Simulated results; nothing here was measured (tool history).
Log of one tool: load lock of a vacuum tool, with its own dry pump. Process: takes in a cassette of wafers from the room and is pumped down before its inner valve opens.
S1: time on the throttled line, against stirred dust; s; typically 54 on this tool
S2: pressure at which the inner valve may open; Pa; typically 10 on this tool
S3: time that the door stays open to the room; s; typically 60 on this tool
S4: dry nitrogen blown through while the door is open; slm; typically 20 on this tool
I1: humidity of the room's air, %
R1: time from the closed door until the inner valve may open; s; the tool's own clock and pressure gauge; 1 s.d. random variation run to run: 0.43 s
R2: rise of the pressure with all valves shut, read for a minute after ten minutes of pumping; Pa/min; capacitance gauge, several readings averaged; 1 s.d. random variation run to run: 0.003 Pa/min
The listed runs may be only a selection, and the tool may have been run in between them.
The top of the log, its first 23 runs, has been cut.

| run | hour | S1 | S2 | S3 | S4 | I1 | R1 | R2 |
|---|---|---|---|---|---|---|---|---|
| 24 | 6377.6 | 32 | 7 | 60 | 20 | 47.1 | 63 | 0.028 |
| 25 | 6696.3 | 54 | 10 | 60 | 42 | 42.2 | 80.8 | 0.017 |
| 26 | 7072.2 | 54 | 7 | 60 | 20 | 48.7 | 80.9 | 0.035 |
| 27 | 7464.7 | 55 | 10 | 26 | 4 | 44.8 | 81 | 0.038 |
| 28 | 7756.8 | 54 | 8 | 60 | 17 | 48.2 | 82 | 0.031 |
| 29 | 7933.3 | 54 | 8 | 60 | 17 | 44.7 | 81.6 | 0.033 |
| 30 | 8174.1 | 54 | 8 | 218 | 20 | 45.2 | 81 | 0.051 |
| 31 | 8417.2 | 91 | 12 | 27 | 18 | 43.2 | 111.2 | 0.027 |
| 32 | 8762.6 | 91 | 14 | 202 | 18 | 42.5 | 109 | 0.045 |
| 33 | 9061.4 | 81 | 13 | 96 | 26 | 48.4 | 101.8 | 0.034 |
| 34 | 9325.8 | 81 | 13 | 96 | 26 | 40.5 | 101.2 | 0.031 |

What if the next run were any one of these 4? Each begins from the tool's condition after run 34:
| A | 9652.4 | 54 | 10 | 60 | 41 | 45.9 | ? | ? |
| B | 9652.4 | 57 | 13 | 33 | 5 | 43.1 | ? | ? |
| C | 9652.4 | 81 | 13 | 62 | 26 | 43.4 | ? | ? |
| D | 9652.4 | 33 | 18 | 39 | 26 | 44.9 | ? | ? |

| run | R1 | R2 |
|---|---|---|
| A | 79.9 | 0.024 |
| B | 81 | 0.026 |
| C | 100.7 | 0.028 |
| D | 60.1 | 0.026 |
Take away the tool's hidden state, keep each run's random variation, and the runs would have read:
| run | R1 | R2 |
|---|---|---|
| A | 79.9 | 0.024 |
| B | 80.9 | 0.026 |
| C | 100.7 | 0.028 |
| D | 60 | 0.026 |

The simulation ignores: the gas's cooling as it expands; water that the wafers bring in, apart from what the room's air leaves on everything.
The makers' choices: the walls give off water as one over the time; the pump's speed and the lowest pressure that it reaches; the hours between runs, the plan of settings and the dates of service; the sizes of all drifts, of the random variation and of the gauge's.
